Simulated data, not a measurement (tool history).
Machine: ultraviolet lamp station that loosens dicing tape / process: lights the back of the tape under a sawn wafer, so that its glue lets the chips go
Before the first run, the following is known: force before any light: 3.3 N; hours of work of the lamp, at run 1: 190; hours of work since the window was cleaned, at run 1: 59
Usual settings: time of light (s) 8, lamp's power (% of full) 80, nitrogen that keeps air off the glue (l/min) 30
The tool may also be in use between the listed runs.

run   hour  time of light (s)  lamp's power (% of full)  nitrogen that keeps air off the glue (l/min)  hours of work of the lamp  hours of work since the window was cleaned  force that peels the tape off (N)  light that reached the tape (J/m2)
  1    0.0                  8                        80                                            30                        190                                          59                              0.492                                4900
  2    6.2                  8                        80                                            30                        192                                          62                              0.490                                4820
  3   15.8                  5                        80                                            30                        197                                          66                              0.927                                3110
  4   24.2                  5                        80                                            30                        200                                          70                              0.925                                3060
  5   31.1                  5                        65                                            30                        203                                          73                              1.210                                2500
  6   41.9                  5                        65                                            30                        208                                          78                              1.226                                2490
  7   47.0                  8                        80                                            30                        211                                          80                              0.512                                4840
  8   57.1                  8                        80                                            30                        215                                          84                              0.511                                4760
  9   65.8                  8                        80                                            30                        219                                          88                              0.531                                4830
 10   74.4                  8                        80                                            30                        223                                          92                              0.510                                4780
 11   78.9                  8                        80                                            30                        225                                          94                              0.531                                4760
 12   89.2                  8                        80                                            30                        229                                          99                              0.500                                4740
 13   96.3                  8                        80                                            30                        232                                         102                              0.522                                4740
 14  107.0                  8                        80                                            30                        237                                         107                              0.533                                4710
 15  114.4                  8                        80                                            30                        241                                         110                              0.531                                4710
 16  121.8                  8                        80                                            30                        244                                         113                              0.530                                4680
 17  129.4                  8                        79                                            30                        247                                         117                              0.553                                4610
 18  140.0                  8                        80                                            30                        252                                         121                              0.548                                4620
 19  149.5                  8                        80                                            35                        256                                         126                              0.484                                4670
 20  160.2                  8                        80                                            35                        261                                         130                              0.497                                4560
 21  167.9                  8                        80                                            35                        264                                         134                              0.506                                4630
 22  175.0                  8                        80                                            35                        268                                         137                              0.505                                4620
 23  183.9                  8                        77                                            31                        272                                         141                              0.567                                4440
 24  194.3                  8                        75                                            41                        276                                         146                              0.535                                4290
 25  202.5                  8                        75                                            41                        280                                         149                              0.522                                4260
 26  213.1                 12                        91                                            23                        285                                         154                              0.267                                7640
 27  219.2                  8                        92                                             9                        287                                         157                              0.866                                5180
 28  229.1                  8                        92                                             9                        292                                         161                              0.895                                5150
 29  234.9                 15                        62                                            35                        294                                         164                              0.289                                6490
 30  243.8                  5                        67                                            15                        298                                         168                              1.553                                2310
 31  253.9                 13                        80                                            30                        303                                         172                              0.251                                7280
 32  262.4                  8                        92                                            18                        307                                         176                              0.616                                5070
 33  269.4                  6                        67                                            38                        310                                         179                              0.969                                2770
 34  274.7                  6                        67                                            38                        312                                         181                              0.976                                2740
 35  281.5                  6                        67                                            38                        315                                         184                              1.020                                2750
 36  287.3                  6                        80                                            39                        318                                         187                              0.795                                3240
 37  293.5                  4                        92                                            24                        320                                         190                              1.294                                2510
 38  304.3                  8                        97                                            42                        325                                         195                              0.374                                5240
 39  313.3                  8                        97                                            42                        329                                         199                              0.371                                5260
 40  320.0                 12                        97                                            30                        332                                         202                              0.223                                7880
 41  324.4                  5                        61                                            15                        334                                         204                              1.770                                2030
 42  333.3                 10                        73                                            17                        338                                         208                              0.682                                4910
 43  340.1                 15                        93                                            30                        341                                         211                              0.166                                9290

5 ways to go on from here, each from the tool as it stands after run 43. What would each give?
  A  347.9                 11                        85                                            34                        345                                         214                                  ?                                   ?
  B  347.9                 12                        63                                            12                        345                                         214                                  ?                                   ?
  C  347.9                  8                        91                                            30                        345                                         214                                  ?                                   ?
  D  347.9                 16                        83                                            52                        345                                         214                                  ?                                   ?
  E  347.9                  8                        80                                            22                        345                                         214                                  ?                                   ?

run  force that peels the tape off (N)  light that reached the tape (J/m2)
  A                              0.300                                6250
  B                              0.782                                5080
  C                              0.505                                4900
  D                              0.156                                8780
  E                              0.738                                4250
With the hidden condition removed and each run's random variation left untouched, the same runs would have given:
run  force that peels the tape off (N)  light that reached the tape (J/m2)
  A                              0.177                                8420
  B                              0.502                                6820
  C                              0.302                                6600
  D                              0.128                               11820
  E                              0.467                                5730
